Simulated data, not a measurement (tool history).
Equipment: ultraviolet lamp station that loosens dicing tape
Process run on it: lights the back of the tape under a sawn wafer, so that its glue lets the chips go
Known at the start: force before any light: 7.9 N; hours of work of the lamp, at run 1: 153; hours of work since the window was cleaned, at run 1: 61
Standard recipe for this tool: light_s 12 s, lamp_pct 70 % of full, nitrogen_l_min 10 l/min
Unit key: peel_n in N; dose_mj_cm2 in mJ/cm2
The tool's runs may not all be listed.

run   hour  light_s  lamp_pct  nitrogen_l_min  hours of work of the lamp  hours of work since the window was cleaned  peel_n  dose_mj_cm2
  1    0.0       12        70              10                        153                                          61   1.298          285
  2   38.0       12        70              10                        174                                          82   1.318          285
  3   69.5       12        70              10                        192                                         100   1.361          280
  4   90.2       12        70               8                        204                                         112   1.559          283
  5  127.4       12        70               8                        224                                         133   1.561          280
  6  157.1       12        70               8                        241                                         149   1.596          279
  7  190.1       12        70               8                        260                                         168   1.592          271
  8  213.8       13        70              10                        273                                         181   1.250          295
  9  237.2       13        70              11                        286                                         194   1.153          293
 10  275.4       13        70              11                        308                                         216   1.205          291
 11  308.1       13        70              11                        326                                         234   1.274          291
 12  341.5       13        70              11                        345                                         253   1.248          289
 13  360.6       13        70              11                        355                                         264   1.229          286
 14  378.8       12        69              11                        366                                         274   1.486          259
 15  421.1       12        69              11                        389                                         298   1.502          257
 16  461.1       12        76              10                        412                                         320   1.379          281
 17  493.0        7        70              15                        430                                         338   2.650          149
 18  530.2        6        70               7                        451                                         359   3.990          129
 19  570.9       21        67               9                        474                                         382   0.660          421
 20  605.6       19        79               4                        493                                         401   1.155          445
 21  637.1        8        67               6                        511                                         419   3.423          157
     640.2  -- window cleaned of glue's vapour
 22  659.5        8        67               6                        523                                          11   3.517          161
 23  695.0       10        86               6                        543                                          31   2.037          260
 24  723.0       10        86               6                        559                                          47   1.987          259
 25  750.6       10        94              11                        574                                          62   1.305          280
 26  786.2       10        70              10                        594                                          82   2.176          210

A few steps of peel_n between consecutive runs. Split each: what settings, incoming material and random variation would produce without the hidden state, and what is left over for the hidden state, along with gauge scatter present in only one of the two compared results (measured, and without hidden state):
Hidden conditions of the tool in this case: lamp's light, % of a new lamp's; light that the window lets through, % of a clean one's; drift of the gauge itself on peel_n, %; drift of the gauge itself on dose_mj_cm2, %.
Run 18 -> 19: light_s 6 -> 21, lamp_pct 70 -> 67, nitrogen_l_min 7 -> 9. peel_n -3.330 N: hidden state -0.274, all else -3.056.
Run 20 -> 21: light_s 19 -> 8, lamp_pct 79 -> 67, nitrogen_l_min 4 -> 6. peel_n +2.268 N: hidden state +0.204, all else +2.064.

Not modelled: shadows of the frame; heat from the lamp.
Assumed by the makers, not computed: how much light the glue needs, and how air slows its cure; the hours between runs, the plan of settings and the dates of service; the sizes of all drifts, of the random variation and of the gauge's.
